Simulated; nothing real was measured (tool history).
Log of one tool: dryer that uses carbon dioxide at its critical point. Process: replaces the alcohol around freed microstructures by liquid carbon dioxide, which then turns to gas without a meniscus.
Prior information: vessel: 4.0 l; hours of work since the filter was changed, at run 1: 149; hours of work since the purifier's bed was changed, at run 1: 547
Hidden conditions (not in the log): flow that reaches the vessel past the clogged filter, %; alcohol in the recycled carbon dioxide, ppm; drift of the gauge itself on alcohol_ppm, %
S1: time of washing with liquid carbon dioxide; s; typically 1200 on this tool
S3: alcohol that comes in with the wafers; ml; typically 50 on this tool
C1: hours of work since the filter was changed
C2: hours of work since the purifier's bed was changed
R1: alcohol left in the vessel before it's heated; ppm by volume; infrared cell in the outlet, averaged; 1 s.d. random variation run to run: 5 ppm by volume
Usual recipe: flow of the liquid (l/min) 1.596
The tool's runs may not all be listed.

run 1 hour=0 | S1=1200 flow_of_the_liquid_(l/min)=1.596 S3=50 | C1=149 C2=547 | R1=146
run 2 hour=23.1 | S1=1200 flow_of_the_liquid_(l/min)=1.596 S3=50 | C1=163 C2=561 | R1=151
run 3 hour=48.6 | S1=1200 flow_of_the_liquid_(l/min)=1.596 S3=50 | C1=178 C2=576 | R1=149
run 4 hour=73.4 | S1=1200 flow_of_the_liquid_(l/min)=1.596 S3=50 | C1=193 C2=591 | R1=158
run 5 hour=96.3 | S1=1680 flow_of_the_liquid_(l/min)=1.596 S3=50 | C1=207 C2=605 | R1=126
run 6 hour=111.2 | S1=1200 flow_of_the_liquid_(l/min)=1.596 S3=50 | C1=216 C2=614 | R1=158
run 7 hour=136.4 | S1=1200 flow_of_the_liquid_(l/min)=1.596 S3=50 | C1=231 C2=629 | R1=161
run 8 hour=155.8 | S1=1200 flow_of_the_liquid_(l/min)=1.596 S3=50 | C1=242 C2=640 | R1=160
run 9 hour=184.3 | S1=1200 flow_of_the_liquid_(l/min)=1.596 S3=50 | C1=260 C2=657 | R1=173
run 10 hour=207.5 | S1=1920 flow_of_the_liquid_(l/min)=1.46 S3=36 | C1=273 C2=671 | R1=140
run 11 hour=226.5 | S1=1920 flow_of_the_liquid_(l/min)=1.46 S3=36 | C1=285 C2=682 | R1=149
run 12 hour=253.9 | S1=1740 flow_of_the_liquid_(l/min)=2.5 S3=72 | C1=301 C2=699 | R1=147
run 13 hour=272.9 | S1=720 flow_of_the_liquid_(l/min)=1.23 S3=111 | C1=312 C2=710 | R1=2030

Each row is a separate what-if for the run after 13, all from the same tool condition, not one after another. Results?
run A hour=290.5 | S1=1140 flow_of_the_liquid_(l/min)=1.37 S3=30 | C1=323 C2=721 | R1=?
run B hour=290.5 | S1=960 flow_of_the_liquid_(l/min)=1.57 S3=27 | C1=323 C2=721 | R1=?
run C hour=290.5 | S1=720 flow_of_the_liquid_(l/min)=2.61 S3=111 | C1=323 C2=721 | R1=?
run D hour=290.5 | S1=840 flow_of_the_liquid_(l/min)=1.596 S3=50 | C1=323 C2=721 | R1=?
run E hour=290.5 | S1=1740 flow_of_the_liquid_(l/min)=2.44 S3=111 | C1=323 C2=721 | R1=?

run=A R1=210
run=B R1=216
run=C R1=220
run=D R1=349
run=E R1=149
Take away the tool's hidden state, keep each run's random variation, and the runs would have read:
run=A R1=49
run=B R1=60
run=C R1=55
run=D R1=167
run=E R1=2
